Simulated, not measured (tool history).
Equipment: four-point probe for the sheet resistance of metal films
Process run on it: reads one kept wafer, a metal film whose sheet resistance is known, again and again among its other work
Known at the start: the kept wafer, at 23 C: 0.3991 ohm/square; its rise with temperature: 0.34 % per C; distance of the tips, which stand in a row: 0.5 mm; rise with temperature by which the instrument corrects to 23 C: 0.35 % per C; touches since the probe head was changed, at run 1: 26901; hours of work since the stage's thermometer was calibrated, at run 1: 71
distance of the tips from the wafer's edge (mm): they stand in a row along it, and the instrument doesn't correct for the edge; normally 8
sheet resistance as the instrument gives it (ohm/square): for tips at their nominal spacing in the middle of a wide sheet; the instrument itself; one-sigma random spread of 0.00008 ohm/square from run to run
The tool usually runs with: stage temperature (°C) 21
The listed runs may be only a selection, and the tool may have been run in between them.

| run | hour | stage temperature (°C) | distance of the tips from the wafer's edge (mm) | touches since the probe head was changed | hours of work since the stage's thermometer was calibrated | sheet resistance as the instrument gives it (ohm/square) |
|---|---|---|---|---|---|---|
| 1 | 0 | 21 | 8 | 26901 | 71 | 0.399746 |
| 2 | 24.7 | 21 | 8 | 27552 | 83 | 0.39979 |
| 3 | 38 | 21 | 8 | 27901 | 89 | 0.399782 |
| 4 | 51.3 | 21 | 8 | 28252 | 96 | 0.399628 |
| 5 | 75.8 | 21 | 8 | 28898 | 108 | 0.399766 |
| 6 | 89.8 | 28 | 8 | 29268 | 115 | 0.399164 |
| 7 | 111 | 21 | 8 | 29824 | 126 | 0.399606 |
| 8 | 125 | 21 | 8 | 30194 | 133 | 0.399669 |
| 9 | 147.6 | 21 | 8 | 30788 | 144 | 0.399657 |
| 10 | 166.7 | 31 | 8 | 31293 | 153 | 0.398925 |
| 11 | 192.6 | 21 | 8 | 31974 | 166 | 0.399803 |
| 12 | 210.3 | 21 | 8 | 32440 | 175 | 0.399512 |
| 13 | 221.2 | 21 | 8 | 32727 | 180 | 0.399684 |
| 14 | 232.9 | 21 | 8 | 33034 | 186 | 0.399577 |
| 15 | 249.3 | 21 | 19 | 33467 | 194 | 0.398903 |
| 16 | 263 | 21 | 74 | 33829 | 201 | 0.398851 |
| 17 | 281.5 | 21 | 8 | 34315 | 210 | 0.399698 |
| 18 | 303.7 | 21 | 45 | 34900 | 221 | 0.398813 |
| 19 | 317.1 | 21 | 45 | 35253 | 228 | 0.398886 |
| 20 | 341.6 | 21 | 13 | 35898 | 240 | 0.398873 |
| 21 | 353.5 | 21 | 13 | 36212 | 246 | 0.399123 |
| 22 | 375.6 | 21 | 13 | 36794 | 257 | 0.398993 |
| 23 | 395.8 | 21 | 13 | 37325 | 267 | 0.399036 |
| 24 | 412.9 | 32 | 8 | 37775 | 275 | 0.39866 |
| 25 | 432.1 | 32 | 8 | 38283 | 285 | 0.398809 |
| 26 | 458.3 | 32 | 8 | 38972 | 298 | 0.398512 |
| 27 | 481.1 | 30 | 5 | 39573 | 309 | 0.400008 |
| 28 | 498.3 | 23 | 22 | 40025 | 317 | 0.398502 |
| 29 | 509.3 | 23 | 22 | 40316 | 323 | 0.398575 |
| 30 | 524.7 | 23 | 72 | 40720 | 330 | 0.398437 |
| 31 | 537.6 | 19 | 8 | 41059 | 337 | 0.399428 |
| 32 | 559.2 | 29 | 18 | 41629 | 347 | 0.398178 |
| 33 | 575.3 | 33 | 14 | 42052 | 355 | 0.398017 |
| 34 | 601.1 | 33 | 14 | 42732 | 368 | 0.398022 |
| 35 | 620.3 | 18 | 6 | 43239 | 378 | 0.400038 |
| 36 | 634.5 | 18 | 6 | 43613 | 385 | 0.400158 |
| 37 | 646.2 | 18 | 6 | 43922 | 391 | 0.400153 |
| 38 | 662.3 | 34 | 21 | 44344 | 398 | 0.397691 |
| 39 | 687.2 | 23 | 9 | 45000 | 411 | 0.398784 |
| 40 | 700.5 | 23 | 9 | 45350 | 417 | 0.398852 |
| 41 | 717.4 | 21 | 8 | 45795 | 426 | 0.399211 |
| 42 | 737.9 | 23 | 13 | 46335 | 436 | 0.398428 |
| 43 | 752.7 | 21 | 9 | 46726 | 443 | 0.39892 |
| 44 | 769.5 | 19 | 18 | 47169 | 452 | 0.39869 |
| 45 | 791.7 | 23 | 26 | 47754 | 463 | 0.398281 |

For some of the steps in sheet resistance as the instrument gives it (ohm/square) from one run to the next: how much would appear even if the tool had no hidden state, given the settings, what came in and random variation, and how much remains for the hidden state plus any gauge scatter that the measured result and the result without hidden state don't share?
Hidden state present: inner tips' distance over the nominal, %; tips' flats over new ones', %; wafer's true temperature over the reading, C; drift of the gauge itself on sheet_ohm, %.
Run 1 -> 2: no setting touched and nothing written in the log between the runs. sheet resistance as the instrument gives it (ohm/square) +0.000044: hidden state -0.00002, all else +0.000064.
Run 19 -> 20: distance of the tips from the wafer's edge (mm) 45 -> 13. sheet resistance as the instrument gives it (ohm/square) -0.000013: hidden state -0.00002, all else +0.000007.
Run 27 -> 28: stage temperature (°C) 30 -> 23, distance of the tips from the wafer's edge (mm) 5 -> 22. sheet resistance as the instrument gives it (ohm/square) -0.001506: hidden state -0.000011, all else -0.001495.
Run 34 -> 35: stage temperature (°C) 33 -> 18, distance of the tips from the wafer's edge (mm) 14 -> 6. sheet resistance as the instrument gives it (ohm/square) +0.002016: hidden state -0.000019, all else +0.002035.
Run 37 -> 38: stage temperature (°C) 18 -> 34, distance of the tips from the wafer's edge (mm) 6 -> 21. sheet resistance as the instrument gives it (ohm/square) -0.002462: hidden state -0.000008, all else -0.002454.
Run 38 -> 39: stage temperature (°C) 34 -> 23, distance of the tips from the wafer's edge (mm) 21 -> 9. sheet resistance as the instrument gives it (ohm/square) +0.001093: hidden state -0.000023, all else +0.001116.
